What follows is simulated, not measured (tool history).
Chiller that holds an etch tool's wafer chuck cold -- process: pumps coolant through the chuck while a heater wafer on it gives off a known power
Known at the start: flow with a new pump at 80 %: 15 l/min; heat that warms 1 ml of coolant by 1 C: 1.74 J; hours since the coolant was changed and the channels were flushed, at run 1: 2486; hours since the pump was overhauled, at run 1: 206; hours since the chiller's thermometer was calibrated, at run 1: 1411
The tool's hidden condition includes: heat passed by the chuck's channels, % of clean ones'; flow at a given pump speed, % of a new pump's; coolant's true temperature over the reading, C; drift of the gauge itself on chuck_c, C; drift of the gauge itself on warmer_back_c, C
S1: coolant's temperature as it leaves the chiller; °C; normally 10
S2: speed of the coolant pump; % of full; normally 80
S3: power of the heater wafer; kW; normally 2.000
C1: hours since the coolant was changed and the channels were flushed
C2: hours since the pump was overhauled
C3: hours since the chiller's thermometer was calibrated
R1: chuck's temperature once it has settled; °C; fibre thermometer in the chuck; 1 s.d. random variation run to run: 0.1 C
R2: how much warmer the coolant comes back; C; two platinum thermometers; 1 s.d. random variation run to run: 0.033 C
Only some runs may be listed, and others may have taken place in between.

run 1 hour=0.0 | S1=10 S2=80 S3=2.000 | C1=2486 C2=206 C3=1411 | R1=25.2 R2=4.60
run 2 hour=45.2 | S1=4 S2=80 S3=2.000 | C1=2531 C2=251 C3=1456 | R1=19.2 R2=4.60
run 3 hour=85.7 | S1=10 S2=80 S3=2.000 | C1=2572 C2=292 C3=1496 | R1=25.3 R2=4.63
run 4 hour=110.4 | S1=10 S2=80 S3=2.000 | C1=2596 C2=316 C3=1521 | R1=25.4 R2=4.73
run 5 hour=162.0 | S1=10 S2=80 S3=2.000 | C1=2648 C2=368 C3=1573 | R1=25.5 R2=4.63
run 6 hour=204.7 | S1=10 S2=69 S3=2.000 | C1=2691 C2=411 C3=1615 | R1=27.0 R2=5.51
run 7 hour=241.9 | S1=10 S2=69 S3=2.000 | C1=2728 C2=448 C3=1653 | R1=26.9 R2=5.54
run 8 hour=275.5 | S1=10 S2=69 S3=2.000 | C1=2761 C2=481 C3=1686 | R1=27.0 R2=5.49
run 9 hour=297.9 | S1=10 S2=71 S3=2.000 | C1=2784 C2=504 C3=1709 | R1=26.5 R2=5.41
run 10 hour=320.5 | S1=10 S2=80 S3=2.000 | C1=2806 C2=526 C3=1731 | R1=25.3 R2=4.76
run 11 hour=347.7 | S1=10 S2=80 S3=2.000 | C1=2834 C2=554 C3=1758 | R1=25.5 R2=4.78
run 12 hour=397.7 | S1=10 S2=80 S3=1.073 | C1=2884 C2=604 C3=1808 | R1=18.3 R2=2.67
run 13 hour=423.8 | S1=10 S2=83 S3=2.000 | C1=2910 C2=630 C3=1835 | R1=24.8 R2=4.65
run 14 hour=455.4 | S1=10 S2=98 S3=2.000 | C1=2941 C2=661 C3=1866 | R1=23.4 R2=3.83
run 15 hour=496.3 | S1=10 S2=98 S3=2.000 | C1=2982 C2=702 C3=1907 | R1=23.1 R2=3.92
run 16 hour=543.8 | S1=10 S2=80 S3=2.438 | C1=3030 C2=750 C3=1955 | R1=28.7 R2=5.88
run 17 hour=583.3 | S1=10 S2=79 S3=1.083 | C1=3069 C2=789 C3=1994 | R1=18.4 R2=2.85
run 18 hour=612.1 | S1=9 S2=89 S3=2.472 | C1=3098 C2=818 C3=2023 | R1=26.7 R2=5.39
run 19 hour=650.4 | S1=8 S2=100 S3=1.750 | C1=3136 C2=856 C3=2061 | R1=19.5 R2=3.43
run 20 hour=689.2 | S1=10 S2=64 S3=2.000 | C1=3175 C2=895 C3=2100 | R1=27.9 R2=6.20
run 21 hour=732.2 | S1=12 S2=93 S3=1.134 | C1=3218 C2=938 C3=2143 | R1=19.7 R2=2.54
run 22 hour=779.3 | S1=20 S2=79 S3=1.453 | C1=3265 C2=985 C3=2190 | R1=31.2 R2=3.76
run 23 hour=825.2 | S1=20 S2=79 S3=1.453 | C1=3311 C2=1031 C3=2236 | R1=31.1 R2=3.75
-- hour=857.9 gauge calibrated
run 24 hour=870.0 | S1=13 S2=89 S3=2.074 | C1=3356 C2=1076 C3=2281 | R1=27.8 R2=4.26
run 25 hour=922.5 | S1=13 S2=89 S3=2.074 | C1=3408 C2=1128 C3=2333 | R1=27.8 R2=4.28
run 26 hour=964.7 | S1=12 S2=64 S3=1.123 | C1=3451 C2=1171 C3=2375 | R1=22.1 R2=3.30
run 27 hour=993.0 | S1=1 S2=64 S3=1.843 | C1=3479 C2=1199 C3=2404 | R1=17.5 R2=5.47
run 28 hour=1032.3 | S1=0 S2=96 S3=1.412 | C1=3518 C2=1238 C3=2443 | R1=9.6 R2=2.76
run 29 hour=1055.1 | S1=10 S2=79 S3=2.308 | C1=3541 C2=1261 C3=2466 | R1=27.8 R2=5.48
run 30 hour=1101.0 | S1=10 S2=81 S3=2.000 | C1=3587 C2=1307 C3=2512 | R1=25.1 R2=4.62
run 31 hour=1152.7 | S1=10 S2=81 S3=2.000 | C1=3639 C2=1359 C3=2563 | R1=25.1 R2=4.64
run 32 hour=1174.9 | S1=10 S2=77 S3=1.012 | C1=3661 C2=1381 C3=2586 | R1=17.9 R2=2.60

Below are 4 alternative next runs, each starting from the tool's condition after run 32. Predict each:
run A hour=1213.5 | S1=18 S2=77 S3=1.012 | C1=3699 C2=1419 C3=2624 | R1=? R2=?
run B hour=1213.5 | S1=6 S2=71 S3=1.499 | C1=3699 C2=1419 C3=2624 | R1=? R2=?
run C hour=1213.5 | S1=10 S2=67 S3=2.000 | C1=3699 C2=1419 C3=2624 | R1=? R2=?
run D hour=1213.5 | S1=10 S2=80 S3=2.048 | C1=3699 C2=1419 C3=2624 | R1=? R2=?

run=A R1=25.9 R2=2.58
run=B R1=18.5 R2=4.09
run=C R1=27.3 R2=5.72
run=D R1=25.7 R2=4.86
Had the tool no hidden state, the same runs would have come out as:
run=A R1=25.9 R2=2.41
run=B R1=18.5 R2=3.92
run=C R1=27.2 R2=5.55
run=D R1=25.7 R2=4.69

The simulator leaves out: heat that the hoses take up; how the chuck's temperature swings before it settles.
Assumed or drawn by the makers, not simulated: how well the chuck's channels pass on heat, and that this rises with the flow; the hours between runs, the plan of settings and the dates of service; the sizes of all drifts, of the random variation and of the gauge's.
